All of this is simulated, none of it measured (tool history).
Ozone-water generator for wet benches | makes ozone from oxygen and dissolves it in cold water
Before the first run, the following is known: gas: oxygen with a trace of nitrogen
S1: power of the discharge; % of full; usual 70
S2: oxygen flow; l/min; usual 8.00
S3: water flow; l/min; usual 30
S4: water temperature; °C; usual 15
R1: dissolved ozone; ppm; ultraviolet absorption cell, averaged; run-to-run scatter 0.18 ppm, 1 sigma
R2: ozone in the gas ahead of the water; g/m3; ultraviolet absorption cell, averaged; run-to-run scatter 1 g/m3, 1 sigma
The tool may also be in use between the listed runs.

run	hour	S1	S2	S3	S4	R1	R2
1	0.0	70	8.00	30	15	23.9	183.4
2	179.6	70	8.00	30	13	24.7	185.4
3	323.0	70	8.00	30	15	24.1	183.2
4	484.4	70	8.00	30	14	24.3	182.8
5	668.1	49	8.00	30	15	17.8	133.3
6	822.0	70	8.00	30	15	24.0	180.1
7	947.4	70	8.00	30	15	24.1	184.3
8	1146.2	70	8.00	41	15	18.9	181.8
9	1226.1	70	8.00	41	17	18.4	183.4
10	1333.2	70	8.00	35	17	20.9	182.8
11	1448.3	80	8.00	30	15	27.1	205.6
12	1546.7	80	8.00	30	15	26.9	200.8
13	1627.6	89	4.70	20	8	37.2	260.8
14	1783.0	63	5.62	30	19	19.0	183.5
# hour 1850.1: water thermometer calibrated
15	1912.6	45	8.00	30	19	15.7	121.4
16	2009.0	50	6.06	29	15	17.1	147.4
17	2125.8	50	6.06	29	15	16.8	148.3
18	2225.8	84	8.00	30	19	26.2	211.1
19	2406.7	74	5.48	30	16	22.1	212.3
20	2604.7	83	6.47	42	10	20.6	220.0
21	2767.2	88	10.43	43	10	25.4	203.0
22	2859.2	88	10.43	43	10	25.4	201.3

A few steps of R2 between consecutive runs. Split each: what settings, incoming material and random variation would produce without the hidden state, and what is left over for the hidden state, along with gauge scatter present in only one of the two compared results (measured, and without hidden state):
Hidden state present: yield of the discharge, % of new electrodes'; contactor's efficiency, % of a clean one's; true water temperature over the reading, C; drift of the gauge itself on ozone_ppm, %; drift of the gauge itself on gas_g_m3, %.
Run 12 -> 13: S1 80 -> 89, S2 8.00 -> 4.70, S3 30 -> 20, S4 15 -> 8. R2 +60.0 g/m3: hidden state -0.8, all else +60.8.
Run 13 -> 14: S1 89 -> 63, S2 4.70 -> 5.62, S3 20 -> 30, S4 8 -> 19. R2 -77.3 g/m3: hidden state +0.6, all else -77.9.
Run 17 -> 18: S1 50 -> 84, S2 6.06 -> 8.00, S3 29 -> 30, S4 15 -> 19. R2 +62.8 g/m3: hidden state -1.2, all else +64.0.
